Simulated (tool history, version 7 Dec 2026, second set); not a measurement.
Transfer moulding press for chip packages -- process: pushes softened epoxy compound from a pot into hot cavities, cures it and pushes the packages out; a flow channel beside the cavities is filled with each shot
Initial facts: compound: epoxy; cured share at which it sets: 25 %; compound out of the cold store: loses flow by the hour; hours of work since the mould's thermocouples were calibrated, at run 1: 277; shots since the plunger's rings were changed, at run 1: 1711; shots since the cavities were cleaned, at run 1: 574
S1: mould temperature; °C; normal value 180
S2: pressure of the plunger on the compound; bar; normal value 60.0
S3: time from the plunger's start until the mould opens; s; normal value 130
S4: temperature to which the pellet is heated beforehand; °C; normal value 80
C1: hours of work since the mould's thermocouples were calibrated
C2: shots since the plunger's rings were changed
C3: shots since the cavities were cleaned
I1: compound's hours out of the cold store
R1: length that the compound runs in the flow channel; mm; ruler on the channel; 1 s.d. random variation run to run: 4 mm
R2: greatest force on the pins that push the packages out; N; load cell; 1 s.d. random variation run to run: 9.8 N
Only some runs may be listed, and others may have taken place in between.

| run | hour | S1 | S2 | S3 | S4 | C1 | C2 | C3 | I1 | R1 | R2 |
|---|---|---|---|---|---|---|---|---|---|---|---|
| 1 | 0.0 | 180 | 60.0 | 130 | 80 | 277 | 1711 | 574 | 25.5 | 507 | 946 |
| 2 | 43.3 | 180 | 60.0 | 130 | 80 | 305 | 2145 | 1008 | 33.0 | 498 | 1094 |
|  | 59.5 | cavities cleaned with cleaning compound and waxed |
| 3 | 70.5 | 180 | 60.0 | 130 | 80 | 322 | 2402 | 110 | 17.0 | 521 | 653 |
| 4 | 114.4 | 180 | 60.0 | 130 | 80 | 351 | 2842 | 550 | 36.8 | 477 | 986 |
|  | 135.3 | mould's thermocouples calibrated |
| 5 | 140.8 | 180 | 60.0 | 130 | 80 | 4 | 3087 | 795 | 19.0 | 517 | 1066 |
|  | 171.8 | plunger's sealing rings changed |
| 6 | 171.8 | 180 | 70.8 | 130 | 80 | 22 | 0 | 1081 | 43.1 | 540 | 1066 |
|  | 181.9 | cavities cleaned with cleaning compound and waxed |
| 7 | 206.5 | 180 | 70.8 | 130 | 80 | 44 | 333 | 248 | 37.7 | 548 | 763 |
| 8 | 243.2 | 180 | 70.8 | 130 | 80 | 68 | 700 | 615 | 18.3 | 590 | 1013 |
| 9 | 282.6 | 180 | 60.0 | 128 | 80 | 93 | 1095 | 1010 | 43.2 | 490 | 1084 |
|  | 297.7 | cavities cleaned with cleaning compound and waxed |
| 10 | 325.9 | 180 | 60.0 | 130 | 80 | 121 | 1514 | 283 | 38.9 | 503 | 844 |
|  | 331.4 | mould's thermocouples calibrated, once more |
| 11 | 363.7 | 180 | 60.0 | 130 | 80 | 21 | 1872 | 641 | 43.3 | 479 | 914 |
| 12 | 384.7 | 180 | 60.0 | 130 | 80 | 35 | 2082 | 851 | 33.8 | 496 | 995 |
| 13 | 410.4 | 180 | 60.0 | 130 | 80 | 51 | 2341 | 1110 | 22.0 | 510 | 1025 |
|  | 416.0 | cavities cleaned with cleaning compound and waxed |
| 14 | 444.8 | 180 | 60.0 | 130 | 80 | 73 | 2670 | 289 | 12.3 | 530 | 791 |
| 15 | 467.8 | 179 | 60.0 | 167 | 76 | 88 | 2901 | 520 | 21.0 | 518 | 833 |
| 16 | 505.9 | 179 | 60.0 | 167 | 76 | 113 | 3283 | 902 | 15.5 | 523 | 936 |
|  | 517.9 | plunger's sealing rings changed |
|  | 534.9 | cavities cleaned with cleaning compound and waxed |
| 17 | 543.9 | 179 | 60.0 | 167 | 76 | 135 | 246 | 90 | 42.6 | 500 | 548 |
| 18 | 587.2 | 180 | 60.0 | 130 | 70 | 163 | 679 | 523 | 43.8 | 491 | 932 |
| 19 | 623.5 | 180 | 60.0 | 130 | 70 | 186 | 1044 | 888 | 28.9 | 512 | 1049 |
|  | 652.1 | cavities cleaned with cleaning compound and waxed |
| 20 | 656.5 | 184 | 60.0 | 142 | 80 | 207 | 1359 | 44 | 25.6 | 505 | 474 |
| 21 | 700.8 | 184 | 60.0 | 142 | 80 | 236 | 1803 | 488 | 38.3 | 481 | 841 |
| 22 | 740.1 | 172 | 48.9 | 152 | 88 | 261 | 2196 | 881 | 34.7 | 466 | 1167 |
|  | 767.0 | cavities cleaned with cleaning compound and waxed |
| 23 | 770.7 | 172 | 48.9 | 152 | 88 | 280 | 2488 | 36 | 36.7 | 463 | 582 |
| 24 | 804.5 | 176 | 48.9 | 152 | 88 | 302 | 2827 | 375 | 24.3 | 467 | 832 |
| 25 | 830.0 | 186 | 70.1 | 130 | 87 | 319 | 3083 | 631 | 14.2 | 550 | 888 |
|  | 861.7 | plunger's sealing rings changed |
| 26 | 861.7 | 186 | 70.1 | 130 | 87 | 338 | 0 | 924 | 39.7 | 535 | 961 |
|  | 884.5 | cavities cleaned with cleaning compound and waxed |
|  | 904.7 | mould's thermocouples calibrated |
| 27 | 909.4 | 175 | 64.1 | 118 | 82 | 3 | 442 | 229 | 39.3 | 532 | 1020 |
| 28 | 934.5 | 180 | 60.0 | 121 | 80 | 19 | 694 | 481 | 18.0 | 528 | 979 |

Each row is a separate what-if for the run after 28, all from the same tool condition, not one after another. Results?
| A | 956.4 | 178 | 60.0 | 130 | 78 | 34 | 913 | 700 | 42.9 | ? | ? |
| B | 956.4 | 180 | 60.0 | 163 | 80 | 34 | 913 | 700 | 28.1 | ? | ? |
| C | 956.4 | 183 | 60.0 | 130 | 80 | 34 | 913 | 700 | 24.3 | ? | ? |

| run | R1 | R2 |
|---|---|---|
| A | 489 | 1023 |
| B | 508 | 899 |
| C | 510 | 911 |
Had the tool no hidden state, the same runs would have come out as:
| run | R1 | R2 |
|---|---|---|
| A | 497 | 463 |
| B | 517 | 407 |
| C | 518 | 412 |

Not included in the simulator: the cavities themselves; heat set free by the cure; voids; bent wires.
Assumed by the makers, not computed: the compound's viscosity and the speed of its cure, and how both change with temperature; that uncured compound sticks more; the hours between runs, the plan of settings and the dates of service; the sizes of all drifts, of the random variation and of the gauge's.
